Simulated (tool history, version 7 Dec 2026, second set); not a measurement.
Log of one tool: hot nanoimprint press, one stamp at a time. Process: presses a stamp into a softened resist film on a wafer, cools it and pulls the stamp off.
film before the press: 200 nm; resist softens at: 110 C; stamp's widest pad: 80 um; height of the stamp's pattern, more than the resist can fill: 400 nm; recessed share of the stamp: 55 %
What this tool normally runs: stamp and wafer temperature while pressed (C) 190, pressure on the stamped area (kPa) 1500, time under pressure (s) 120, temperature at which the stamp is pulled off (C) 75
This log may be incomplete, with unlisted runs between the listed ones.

run,hour,stamp and wafer temperature while pressed (C),pressure on the stamped area (kPa),time under pressure (s),temperature at which the stamp is pulled off (C),resist left under the stamp's widest pad (Å),greatest force while the stamp is pulled off (N)
1,0,190,1500,120,75,835,98
# hour 54.6: stamp cleaned and given a new release coat
2,56.1,190,1500,120,75,828,102
# hour 83.1: plate thermocouple calibrated
3,97.5,189,1500,120,75,867,104
4,137.5,190,1500,120,75,833,101
5,165,190,1500,66,75,1010,102
6,197.1,190,1500,120,75,822,101
7,223.6,190,1500,73,75,976,101
8,264.9,190,1500,130,75,801,103
9,301.5,190,1500,120,76,829,100
10,350.6,190,1500,120,76,836,100
11,402.6,190,1500,120,76,831,100
12,438.4,190,1500,120,76,830,102
13,485.4,190,1500,143,75,788,98
# hour 538.7: press's hydraulic seals changed and the load cell set to zero
14,546,190,1500,143,75,770,107
15,589.6,190,1500,120,75,829,98
16,612.5,190,1500,120,64,817,127
17,639.3,196,1110,86,75,876,101
18,669.5,190,1500,120,64,817,125
19,720.7,197,1780,76,75,688,103
20,774.7,197,1780,76,75,699,103
21,807.1,195,1500,120,66,692,122
22,833.1,186,1500,72,78,1100,97
# hour 873.2: stamp cleaned and given a new release coat
23,877.8,186,1500,72,78,1098,96
24,919.4,186,1500,72,78,1101,103
# hour 924.7: plate thermocouple calibrated
25,948.7,190,1230,120,75,906,105
26,994.3,190,1230,120,75,915,105
27,1036.4,190,940,207,60,873,133
28,1064.1,188,1600,232,60,670,135
29,1102.4,181,1320,150,75,1112,96
30,1132.4,181,1320,150,75,1106,101
31,1164.8,190,1500,120,69,816,113

Predict each of these 3 candidate next runs independently; none follows another, all start after run 31:
A,1207.2,190,1500,132,69,?,?
B,1207.2,195,1500,120,61,?,?
C,1207.2,190,1500,120,80,?,?

run,resist left under the stamp's widest pad (Å),greatest force while the stamp is pulled off (N)
A,780,111
B,690,136
C,818,93
Without the tool's unlogged condition, the same runs would have read:
run,resist left under the stamp's widest pad (Å),greatest force while the stamp is pulled off (N)
A,798,111
B,706,136
C,837,92
